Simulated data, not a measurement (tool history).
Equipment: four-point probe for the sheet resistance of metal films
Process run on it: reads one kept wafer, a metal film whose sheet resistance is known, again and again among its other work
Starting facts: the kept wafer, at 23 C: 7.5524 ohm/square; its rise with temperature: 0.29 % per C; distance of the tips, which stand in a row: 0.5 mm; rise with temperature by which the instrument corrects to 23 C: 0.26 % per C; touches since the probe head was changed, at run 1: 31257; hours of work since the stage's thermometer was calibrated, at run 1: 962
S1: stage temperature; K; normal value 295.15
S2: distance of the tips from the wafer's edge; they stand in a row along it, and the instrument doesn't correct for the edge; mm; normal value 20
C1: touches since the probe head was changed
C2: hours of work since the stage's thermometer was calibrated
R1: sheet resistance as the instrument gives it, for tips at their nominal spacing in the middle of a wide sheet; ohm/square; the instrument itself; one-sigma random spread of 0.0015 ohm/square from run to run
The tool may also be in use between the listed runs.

run 1 day=0.000 | S1=295.15 S2=20 | C1=31257 C2=962 | R1=7.540831
run 2 day=1.229 | S1=296.15 S2=20 | C1=31789 C2=980 | R1=7.543477
run 3 day=3.458 | S1=296.15 S2=20 | C1=32756 C2=1011 | R1=7.540393
run 4 day=5.192 | S1=296.15 S2=20 | C1=33507 C2=1036 | R1=7.537700
run 5 day=6.629 | S1=295.15 S2=41 | C1=34130 C2=1057 | R1=7.534661
run 6 day=7.862 | S1=295.15 S2=20 | C1=34664 C2=1074 | R1=7.536974
run 7 day=10.079 | S1=295.15 S2=20 | C1=35624 C2=1106 | R1=7.538069
run 8 day=11.729 | S1=295.15 S2=19 | C1=36338 C2=1129 | R1=7.535908
run 9 day=13.262 | S1=295.15 S2=19 | C1=37003 C2=1151 | R1=7.536443
run 10 day=14.683 | S1=299.15 S2=19 | C1=37619 C2=1171 | R1=7.542457
run 11 day=16.329 | S1=299.15 S2=5 | C1=38331 C2=1195 | R1=7.581324
run 12 day=18.242 | S1=299.15 S2=5 | C1=39161 C2=1222 | R1=7.580470
run 13 day=20.267 | S1=299.15 S2=5 | C1=40038 C2=1251 | R1=7.581393
run 14 day=21.754 | S1=306.15 S2=39 | C1=40683 C2=1272 | R1=7.556351
-- day=21.904 stage's thermometer calibrated
run 15 day=22.971 | S1=306.15 S2=39 | C1=41199 C2=15 | R1=7.553321
run 16 day=24.950 | S1=304.15 S2=8 | C1=42057 C2=43 | R1=7.564888
-- day=25.279 stage's thermometer calibrated, once more
run 17 day=26.529 | S1=304.15 S2=8 | C1=42732 C2=18 | R1=7.573769
run 18 day=28.571 | S1=304.15 S2=8 | C1=43617 C2=47 | R1=7.575912
run 19 day=30.650 | S1=293.15 S2=20 | C1=44518 C2=77 | R1=7.535446
run 20 day=32.454 | S1=293.15 S2=20 | C1=45300 C2=102 | R1=7.536315
run 21 day=34.150 | S1=295.15 S2=14 | C1=46034 C2=127 | R1=7.541878
run 22 day=35.896 | S1=294.15 S2=12 | C1=46791 C2=151 | R1=7.542114
run 23 day=37.550 | S1=292.15 S2=18 | C1=47508 C2=175 | R1=7.533530
run 24 day=38.462 | S1=292.15 S2=18 | C1=47902 C2=188 | R1=7.533840
run 25 day=40.000 | S1=292.15 S2=18 | C1=48568 C2=210 | R1=7.531178

Here are 3 independent what-if runs from the current tool condition. What would each one return?
run A day=42.121 | S1=292.15 S2=3 | C1=49487 C2=240 | R1=?
run B day=42.121 | S1=303.15 S2=52 | C1=49487 C2=240 | R1=?
run C day=42.121 | S1=292.15 S2=17 | C1=49487 C2=240 | R1=?

run=A R1=7.641134
run=B R1=7.555399
run=C R1=7.533885
The same runs, with their run-to-run variation unchanged, on a tool lacking any hidden condition would have given:
run=A R1=7.654873
run=B R1=7.568965
run=C R1=7.547446

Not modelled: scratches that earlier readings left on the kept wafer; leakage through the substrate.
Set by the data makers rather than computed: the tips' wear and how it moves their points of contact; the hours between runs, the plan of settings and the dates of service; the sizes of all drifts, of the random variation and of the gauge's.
